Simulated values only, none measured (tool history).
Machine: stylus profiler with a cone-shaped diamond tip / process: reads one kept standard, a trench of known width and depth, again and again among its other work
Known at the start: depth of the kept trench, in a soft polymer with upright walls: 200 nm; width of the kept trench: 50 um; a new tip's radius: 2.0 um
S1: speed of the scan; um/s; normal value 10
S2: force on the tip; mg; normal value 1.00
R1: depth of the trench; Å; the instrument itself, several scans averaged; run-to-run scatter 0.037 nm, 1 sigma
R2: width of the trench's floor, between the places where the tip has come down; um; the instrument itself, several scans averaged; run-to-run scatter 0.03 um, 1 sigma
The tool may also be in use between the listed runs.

| run | hour | S1 | S2 | R1 | R2 |
|---|---|---|---|---|---|
| 1 | 0.0 | 10 | 1.00 | 2017.0 | 47.76 |
| 2 | 23.3 | 18 | 1.00 | 2017.6 | 47.73 |
|  | 54.2 | height scale calibrated on a step standard |
| 3 | 54.2 | 18 | 1.00 | 2012.9 | 47.70 |
| 4 | 80.9 | 10 | 1.00 | 2012.4 | 47.72 |
| 5 | 99.3 | 10 | 1.00 | 2013.0 | 47.75 |
| 6 | 112.1 | 10 | 1.00 | 2013.1 | 47.69 |
| 7 | 134.1 | 10 | 1.00 | 2013.2 | 47.79 |
| 8 | 152.7 | 10 | 1.00 | 2013.1 | 47.70 |
| 9 | 182.6 | 10 | 1.00 | 2013.0 | 47.70 |
| 10 | 197.8 | 10 | 1.00 | 2012.9 | 47.75 |
| 11 | 219.3 | 9 | 1.00 | 2012.9 | 47.69 |
| 12 | 248.3 | 9 | 1.00 | 2012.9 | 47.66 |
| 13 | 279.6 | 9 | 1.00 | 2013.7 | 47.76 |
| 14 | 295.1 | 10 | 1.00 | 2012.6 | 47.72 |
| 15 | 315.7 | 12 | 1.00 | 2013.5 | 47.67 |
| 16 | 339.3 | 12 | 1.00 | 2013.1 | 47.66 |
| 17 | 365.9 | 12 | 1.00 | 2013.3 | 47.70 |
| 18 | 387.6 | 29 | 1.00 | 2014.1 | 47.55 |
| 19 | 413.3 | 29 | 1.00 | 2013.7 | 47.51 |
| 20 | 429.1 | 10 | 1.00 | 2013.9 | 47.64 |
| 21 | 460.9 | 10 | 1.00 | 2013.9 | 47.68 |
| 22 | 476.3 | 10 | 1.00 | 2013.7 | 47.66 |
| 23 | 506.4 | 10 | 1.00 | 2014.1 | 47.64 |
| 24 | 528.0 | 4 | 1.13 | 2015.1 | 47.73 |
| 25 | 548.9 | 12 | 0.39 | 2008.4 | 47.58 |
| 26 | 567.3 | 9 | 0.76 | 2011.5 | 47.62 |
| 27 | 583.7 | 9 | 1.94 | 2020.9 | 47.69 |
| 28 | 608.3 | 9 | 1.94 | 2021.9 | 47.66 |
| 29 | 635.4 | 9 | 1.94 | 2021.4 | 47.60 |
| 30 | 656.4 | 9 | 1.94 | 2022.0 | 47.71 |
| 31 | 682.0 | 6 | 0.59 | 2011.4 | 47.62 |
| 32 | 713.5 | 4 | 2.05 | 2023.2 | 47.70 |
| 33 | 738.3 | 14 | 0.44 | 2009.3 | 47.50 |
| 34 | 751.7 | 16 | 0.84 | 2014.0 | 47.46 |
| 35 | 778.6 | 21 | 0.41 | 2008.8 | 47.35 |
| 36 | 805.9 | 2 | 2.23 | 2024.6 | 47.71 |
| 37 | 828.0 | 2 | 1.08 | 2016.2 | 47.64 |
| 38 | 856.4 | 7 | 1.21 | 2016.5 | 47.61 |
| 39 | 888.1 | 7 | 1.21 | 2016.6 | 47.66 |
| 40 | 916.2 | 7 | 1.21 | 2017.5 | 47.60 |
| 41 | 936.9 | 2 | 0.75 | 2013.5 | 47.67 |
| 42 | 952.1 | 10 | 0.73 | 2013.3 | 47.50 |
| 43 | 965.8 | 29 | 0.62 | 2012.1 | 47.27 |
| 44 | 982.6 | 17 | 0.62 | 2011.6 | 47.44 |
| 45 | 1009.6 | 10 | 1.93 | 2023.3 | 47.56 |
| 46 | 1041.0 | 18 | 0.36 | 2009.8 | 47.28 |

Here are 3 independent what-if runs from the current tool condition. What would each one return?
| A | 1062.0 | 6 | 0.70 | ? | ? |
| B | 1062.0 | 7 | 1.38 | ? | ? |
| C | 1062.0 | 13 | 1.18 | ? | ? |

| run | R1 | R2 |
|---|---|---|
| A | 2013.0 | 47.57 |
| B | 2019.3 | 47.49 |
| C | 2018.0 | 47.51 |
What these runs would have given with no unlogged condition in the tool:
| run | R1 | R2 |
|---|---|---|
| A | 2009.9 | 48.21 |
| B | 2016.2 | 48.13 |
| C | 2014.9 | 48.15 |
